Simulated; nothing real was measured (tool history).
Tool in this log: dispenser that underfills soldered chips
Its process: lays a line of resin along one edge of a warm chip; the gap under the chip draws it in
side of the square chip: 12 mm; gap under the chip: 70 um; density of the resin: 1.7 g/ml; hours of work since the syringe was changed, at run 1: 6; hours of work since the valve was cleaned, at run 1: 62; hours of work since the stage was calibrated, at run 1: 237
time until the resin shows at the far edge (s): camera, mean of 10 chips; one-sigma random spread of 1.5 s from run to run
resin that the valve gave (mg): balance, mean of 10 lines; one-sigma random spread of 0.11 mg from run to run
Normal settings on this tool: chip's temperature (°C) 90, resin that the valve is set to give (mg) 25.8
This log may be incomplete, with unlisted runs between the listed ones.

| run | hour | chip's temperature (°C) | resin that the valve is set to give (mg) | hours of work since the syringe was changed | hours of work since the valve was cleaned | hours of work since the stage was calibrated | time until the resin shows at the far edge (s) | resin that the valve gave (mg) |
|---|---|---|---|---|---|---|---|---|
| 1 | 0.0 | 90 | 25.8 | 6 | 62 | 237 | 193.7 | 25.20 |
|  | 5.7 | new syringe of resin |
| 2 | 10.3 | 90 | 25.8 | 3 | 68 | 244 | 174.4 | 25.34 |
|  | 20.1 | new syringe of resin |
| 3 | 20.2 | 90 | 25.8 | 0 | 74 | 250 | 155.0 | 24.92 |
| 4 | 27.8 | 77 | 25.8 | 5 | 79 | 255 | 323.2 | 25.00 |
|  | 34.4 | new syringe of resin |
| 5 | 34.5 | 77 | 25.8 | 0 | 83 | 259 | 260.8 | 24.93 |
| 6 | 41.3 | 81 | 25.8 | 4 | 88 | 263 | 272.6 | 24.81 |
|  | 48.3 | new syringe of resin |
| 7 | 48.3 | 81 | 25.8 | 0 | 92 | 268 | 225.1 | 24.95 |
| 8 | 52.9 | 90 | 25.8 | 3 | 95 | 270 | 182.5 | 24.98 |
| 9 | 59.6 | 90 | 25.8 | 7 | 99 | 275 | 215.5 | 24.94 |
|  | 62.6 | new syringe of resin |
| 10 | 69.2 | 90 | 25.8 | 4 | 105 | 281 | 186.8 | 24.82 |
|  | 76.6 | new syringe of resin |
| 11 | 77.8 | 77 | 25.8 | 1 | 111 | 286 | 272.7 | 24.91 |
| 12 | 87.4 | 77 | 25.8 | 7 | 117 | 292 | 355.8 | 24.70 |
|  | 90.6 | new syringe of resin |
|  | 94.8 | dispensing valve cleaned and set on the balance |
| 13 | 97.1 | 90 | 25.8 | 3 | 1 | 298 | 181.7 | 25.54 |
| 14 | 103.8 | 90 | 25.8 | 8 | 6 | 302 | 216.6 | 25.86 |
|  | 105.8 | new syringe of resin |
| 15 | 113.4 | 90 | 25.8 | 5 | 12 | 308 | 191.9 | 25.64 |
|  | 120.0 | new syringe of resin |
| 16 | 122.9 | 87 | 25.8 | 2 | 18 | 314 | 191.5 | 25.36 |
| 17 | 132.1 | 87 | 25.8 | 8 | 24 | 320 | 246.9 | 25.60 |
|  | 133.8 | new syringe of resin |
| 18 | 140.2 | 90 | 25.8 | 4 | 29 | 325 | 185.8 | 25.50 |
|  | 147.6 | new syringe of resin |
| 19 | 148.1 | 98 | 22.1 | 0 | 33 | 329 | 123.0 | 21.81 |
| 20 | 157.2 | 89 | 23.0 | 6 | 39 | 335 | 223.1 | 22.70 |
|  | 161.6 | new syringe of resin |
| 21 | 167.7 | 77 | 25.8 | 4 | 46 | 342 | 310.8 | 25.32 |
| 22 | 175.0 | 77 | 25.8 | 9 | 50 | 346 | 384.3 | 25.44 |
|  | 175.9 | new syringe of resin |
| 23 | 181.9 | 91 | 22.2 | 4 | 55 | 351 | 181.0 | 21.72 |
| 24 | 188.2 | 78 | 24.5 | 8 | 59 | 355 | 363.9 | 23.91 |
|  | 190.0 | new syringe of resin |
| 25 | 194.8 | 104 | 32.2 | 3 | 63 | 359 | 104.5 | 31.54 |
|  | 204.5 | new syringe of resin |
| 26 | 205.2 | 104 | 32.2 | 0 | 69 | 365 | 94.0 | 31.54 |
| 27 | 212.3 | 104 | 32.2 | 5 | 74 | 370 | 115.1 | 31.34 |
|  | 218.8 | new syringe of resin |
| 28 | 222.3 | 104 | 32.2 | 2 | 80 | 376 | 105.2 | 31.04 |
| 29 | 232.0 | 91 | 32.2 | 8 | 86 | 382 | 214.9 | 31.19 |
|  | 233.1 | new syringe of resin |
| 30 | 238.8 | 77 | 26.4 | 4 | 90 | 386 | 308.0 | 25.50 |
| 31 | 243.5 | 86 | 22.7 | 7 | 93 | 389 | 251.9 | 21.87 |
|  | 247.1 | new syringe of resin |
| 32 | 253.1 | 86 | 22.7 | 4 | 99 | 395 | 224.7 | 21.87 |
| 33 | 258.6 | 86 | 22.7 | 7 | 103 | 399 | 264.1 | 21.70 |
|  | 261.6 | new syringe of resin |
| 34 | 265.2 | 85 | 27.3 | 2 | 107 | 403 | 213.7 | 26.30 |
|  | 275.5 | new syringe of resin |
| 35 | 276.0 | 105 | 27.4 | 0 | 114 | 410 | 92.2 | 26.02 |

A few steps of time until the resin shows at the far edge (s) between consecutive runs. Split each: what settings, incoming material and random variation would produce without the hidden state, and what is left over for the hidden state, along with gauge scatter present in only one of the two compared results (measured, and without hidden state):
The hidden state here: resin's viscosity, % of fresh resin's; dose that the valve gives, % of what is set; true chip temperature over the reading, C; drift of the gauge itself on fill_s, %; drift of the gauge itself on given_mg, %.
Run 22 -> 23: chip's temperature (°C) 77 -> 91, resin that the valve is set to give (mg) 25.8 -> 22.2, new syringe of resin. time until the resin shows at the far edge (s) -203.3: hidden state -102.3, all else -101.0.
Run 23 -> 24: chip's temperature (°C) 91 -> 78, resin that the valve is set to give (mg) 22.2 -> 24.5. time until the resin shows at the far edge (s) +182.9: hidden state +87.5, all else +95.4.
Run 24 -> 25: chip's temperature (°C) 78 -> 104, resin that the valve is set to give (mg) 24.5 -> 32.2, new syringe of resin. time until the resin shows at the far edge (s) -259.4: hidden state -107.2, all else -152.2.

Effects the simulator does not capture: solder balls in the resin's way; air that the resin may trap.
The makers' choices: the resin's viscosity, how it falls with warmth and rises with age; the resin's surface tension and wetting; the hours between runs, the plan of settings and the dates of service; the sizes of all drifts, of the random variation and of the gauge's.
